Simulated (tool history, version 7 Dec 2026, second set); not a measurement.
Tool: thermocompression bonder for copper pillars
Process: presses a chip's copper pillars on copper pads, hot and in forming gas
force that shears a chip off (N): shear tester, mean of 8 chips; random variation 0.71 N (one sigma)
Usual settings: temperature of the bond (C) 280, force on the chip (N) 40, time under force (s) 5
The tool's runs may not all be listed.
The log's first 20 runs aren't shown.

| run | hour | temperature of the bond (C) | force on the chip (N) | time under force (s) | force that shears a chip off (N) |
|---|---|---|---|---|---|
| 21 | 388.0 | 287 | 25 | 3 | 25.5 |
|  | 390.8 | forming gas filter changed |
| 22 | 413.9 | 255 | 48 | 3 | 28.0 |
| 23 | 436.2 | 280 | 24 | 5 | 29.3 |
| 24 | 461.2 | 289 | 31 | 6 | 46.9 |
| 25 | 482.2 | 289 | 31 | 6 | 45.3 |
| 26 | 499.4 | 271 | 26 | 5 | 26.0 |
| 27 | 524.7 | 257 | 55 | 6 | 43.4 |
| 28 | 549.9 | 257 | 55 | 6 | 43.8 |
| 29 | 565.6 | 257 | 55 | 6 | 43.7 |
| 30 | 586.1 | 257 | 55 | 6 | 43.6 |
| 31 | 603.8 | 305 | 55 | 12 | 101.6 |
| 32 | 617.5 | 301 | 46 | 12 | 89.7 |
| 33 | 631.8 | 301 | 46 | 12 | 88.0 |
| 34 | 644.7 | 280 | 60 | 3 | 51.7 |
| 35 | 669.5 | 280 | 60 | 3 | 50.1 |
| 36 | 682.8 | 280 | 60 | 3 | 50.9 |
| 37 | 697.5 | 280 | 29 | 5 | 32.5 |
| 38 | 708.4 | 280 | 29 | 5 | 34.2 |

Run 39 comes next. What will it give?
| 39 | 729.9 | 307 | 47 | 12 | ? |

force that shears a chip off (N): 91.8
Without the tool's hidden state the same run would have given force that shears a chip off (N) 103.2.

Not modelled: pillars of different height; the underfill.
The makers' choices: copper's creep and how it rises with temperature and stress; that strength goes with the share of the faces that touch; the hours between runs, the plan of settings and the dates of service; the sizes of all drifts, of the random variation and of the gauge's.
